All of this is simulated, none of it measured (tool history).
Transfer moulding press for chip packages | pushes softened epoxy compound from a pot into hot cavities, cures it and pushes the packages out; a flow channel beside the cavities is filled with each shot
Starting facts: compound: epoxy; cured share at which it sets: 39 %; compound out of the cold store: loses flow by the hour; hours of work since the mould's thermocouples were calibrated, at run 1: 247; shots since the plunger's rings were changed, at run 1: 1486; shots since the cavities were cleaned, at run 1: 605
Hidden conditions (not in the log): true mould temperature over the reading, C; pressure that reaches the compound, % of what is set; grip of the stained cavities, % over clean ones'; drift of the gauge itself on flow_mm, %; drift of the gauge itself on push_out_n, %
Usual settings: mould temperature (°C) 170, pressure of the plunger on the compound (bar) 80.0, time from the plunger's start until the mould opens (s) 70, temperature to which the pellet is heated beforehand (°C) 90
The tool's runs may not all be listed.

| run | day | mould temperature (°C) | pressure of the plunger on the compound (bar) | time from the plunger's start until the mould opens (s) | temperature to which the pellet is heated beforehand (°C) | hours of work since the mould's thermocouples were calibrated | shots since the plunger's rings were changed | shots since the cavities were cleaned | incoming compound's hours out of the cold store | length that the compound runs in the flow channel (mm) | greatest force on the pins that push the packages out (N) |
|---|---|---|---|---|---|---|---|---|---|---|---|
| 1 | 0.000 | 170 | 80.0 | 70 | 90 | 247 | 1486 | 605 | 17.4 | 1001 | 358 |
|  | 0.321 | cavities cleaned with cleaning compound and waxed |
| 2 | 0.433 | 170 | 80.0 | 70 | 90 | 253 | 1642 | 46 | 9.8 | 1037 | 357 |
| 3 | 0.958 | 170 | 80.0 | 82 | 90 | 262 | 1865 | 269 | 38.6 | 923 | 253 |
| 4 | 1.350 | 174 | 80.0 | 70 | 90 | 269 | 2030 | 434 | 12.7 | 1004 | 287 |
| 5 | 1.783 | 170 | 80.0 | 70 | 90 | 277 | 2214 | 618 | 15.8 | 1008 | 357 |
|  | 2.058 | cavities cleaned with cleaning compound and waxed |
| 6 | 2.371 | 170 | 80.0 | 70 | 90 | 286 | 2434 | 130 | 36.4 | 934 | 319 |
|  | 2.717 | plunger's sealing rings changed |
| 7 | 2.862 | 170 | 80.0 | 107 | 90 | 293 | 61 | 295 | 18.7 | 997 | 230 |
| 8 | 3.242 | 170 | 80.0 | 65 | 90 | 299 | 221 | 455 | 36.2 | 933 | 388 |
| 9 | 3.683 | 170 | 96.0 | 70 | 90 | 307 | 408 | 642 | 10.8 | 1133 | 355 |
|  | 3.908 | cavities cleaned with cleaning compound and waxed |
| 10 | 4.158 | 170 | 96.0 | 70 | 90 | 314 | 583 | 106 | 28.2 | 1055 | 350 |
| 11 | 4.450 | 170 | 90.4 | 70 | 90 | 319 | 706 | 229 | 25.6 | 1031 | 335 |
| 12 | 4.954 | 170 | 80.0 | 70 | 90 | 328 | 919 | 442 | 24.7 | 970 | 347 |
| 13 | 5.212 | 170 | 80.0 | 70 | 90 | 332 | 1028 | 551 | 36.1 | 924 | 333 |
|  | 5.654 | cavities cleaned with cleaning compound and waxed |
| 14 | 5.708 | 170 | 80.0 | 70 | 90 | 340 | 1212 | 23 | 15.6 | 1008 | 351 |
| 15 | 6.112 | 170 | 80.0 | 70 | 90 | 347 | 1383 | 194 | 33.6 | 936 | 325 |
| 16 | 6.508 | 170 | 80.0 | 70 | 90 | 354 | 1550 | 361 | 24.6 | 979 | 341 |
| 17 | 6.871 | 165 | 80.0 | 109 | 90 | 360 | 1703 | 514 | 23.0 | 1001 | 221 |
|  | 7.408 | cavities cleaned with cleaning compound and waxed |
| 18 | 7.462 | 165 | 80.0 | 109 | 90 | 369 | 1926 | 21 | 30.3 | 976 | 224 |
| 19 | 7.896 | 165 | 80.0 | 50 | 92 | 377 | 2110 | 205 | 17.9 | 1025 | 954 |
| 20 | 8.446 | 175 | 60.6 | 77 | 83 | 386 | 2342 | 437 | 27.1 | 818 | 238 |
|  | 8.996 | plunger's sealing rings changed |
| 21 | 9.058 | 168 | 80.0 | 70 | 90 | 395 | 25 | 652 | 23.4 | 983 | 395 |
|  | 9.267 | cavities cleaned with cleaning compound and waxed |
| 22 | 9.483 | 174 | 80.0 | 99 | 82 | 401 | 179 | 92 | 30.7 | 939 | 231 |
| 23 | 9.712 | 165 | 80.0 | 86 | 82 | 405 | 275 | 188 | 27.9 | 984 | 321 |
| 24 | 9.992 | 167 | 78.5 | 57 | 89 | 410 | 393 | 306 | 17.8 | 1007 | 709 |
| 25 | 10.317 | 167 | 78.5 | 57 | 89 | 416 | 531 | 444 | 46.8 | 896 | 640 |
| 26 | 10.704 | 167 | 78.5 | 57 | 89 | 422 | 694 | 607 | 34.0 | 943 | 678 |
|  | 11.021 | cavities cleaned with cleaning compound and waxed |
| 27 | 11.279 | 169 | 76.3 | 74 | 93 | 431 | 912 | 110 | 18.2 | 973 | 343 |
| 28 | 11.762 | 175 | 67.0 | 70 | 90 | 439 | 1115 | 313 | 13.3 | 916 | 266 |

What differs in the tool's unlogged condition from the final listed run ahead of each entry between runs to the first listed run following it?
Between runs 1 and 2: cavities cleaned with cleaning compound and waxed (day 0.321)
  pressure that reaches the compound, % of what is set: 99.95 -> 99.94; grip of the stained cavities, % over clean ones': 0.9 -> 0.1
Between runs 5 and 6: cavities cleaned with cleaning compound and waxed (day 2.058)
  pressure that reaches the compound, % of what is set: 99.92 -> 99.91; grip of the stained cavities, % over clean ones': 0.8 -> 0.2
Between runs 6 and 7: plunger's sealing rings changed (day 2.717)
  pressure that reaches the compound, % of what is set: 99.91 -> 99.99; grip of the stained cavities, % over clean ones': 0.2 -> 0.5
Between runs 9 and 10: cavities cleaned with cleaning compound and waxed (day 3.908)
  pressure that reaches the compound, % of what is set: 99.98 -> 99.97; grip of the stained cavities, % over clean ones': 0.9 -> 0.2
Between runs 13 and 14: cavities cleaned with cleaning compound and waxed (day 5.654)
  pressure that reaches the compound, % of what is set: 99.96 -> 99.95; grip of the stained cavities, % over clean ones': 0.8 -> 0.1
Between runs 17 and 18: cavities cleaned with cleaning compound and waxed (day 7.408)
  pressure that reaches the compound, % of what is set: 99.93 -> 99.92; grip of the stained cavities, % over clean ones': 0.7 -> 0.1
Between runs 20 and 21: plunger's sealing rings changed (day 8.996)
  pressure that reaches the compound, % of what is set: 99.91 -> 100; grip of the stained cavities, % over clean ones': 0.7 -> 0.9
Between runs 21 and 22: cavities cleaned with cleaning compound and waxed (day 9.267)
  pressure that reaches the compound, % of what is set: 100 -> 99.99; grip of the stained cavities, % over clean ones': 0.9 -> 0.2
Between runs 26 and 27: cavities cleaned with cleaning compound and waxed (day 11.021)
  grip of the stained cavities, % over clean ones': 0.8 -> 0.2
